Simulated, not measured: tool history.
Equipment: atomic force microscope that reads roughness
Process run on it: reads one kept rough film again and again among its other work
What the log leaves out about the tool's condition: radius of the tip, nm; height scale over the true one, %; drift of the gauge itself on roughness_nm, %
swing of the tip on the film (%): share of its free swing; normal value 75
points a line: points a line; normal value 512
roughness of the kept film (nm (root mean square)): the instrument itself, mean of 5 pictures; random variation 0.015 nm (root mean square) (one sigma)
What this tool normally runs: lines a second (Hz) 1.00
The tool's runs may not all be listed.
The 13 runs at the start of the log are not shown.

run,hour,lines a second (Hz),swing of the tip on the film (%),points a line,pictures with this tip,hours of work since the height scale was calibrated,roughness of the kept film (nm (root mean square))
14,90.1,1.00,75,512,18,134,3.273
15,95.7,1.00,75,512,27,138,3.171
16,102.2,1.00,75,512,37,142,3.047
17,109.2,1.00,75,512,49,146,2.911
18,114.4,1.00,75,512,57,149,2.805
19,120.1,1.00,75,512,66,152,2.734
20,126.1,1.00,75,512,76,156,2.626
# hour 131.3: new tip fitted
21,131.3,1.00,75,512,0,159,3.516
22,140.7,1.00,56,512,15,164,3.457
23,145.4,1.00,56,512,23,167,3.371
24,154.0,2.17,75,413,37,172,2.790
25,162.6,2.02,75,512,51,178,2.658
26,171.3,0.73,75,512,65,183,2.792
27,175.4,0.73,75,512,71,185,2.760

What will run 28 give?
# hour 183.5: new tip fitted
28,184.5,3.67,75,681,1,190,?

roughness of the kept film (nm (root mean square)): 2.941
The same run, on a tool lacking any hidden state, would have yielded roughness of the kept film (nm (root mean square)) 2.956.

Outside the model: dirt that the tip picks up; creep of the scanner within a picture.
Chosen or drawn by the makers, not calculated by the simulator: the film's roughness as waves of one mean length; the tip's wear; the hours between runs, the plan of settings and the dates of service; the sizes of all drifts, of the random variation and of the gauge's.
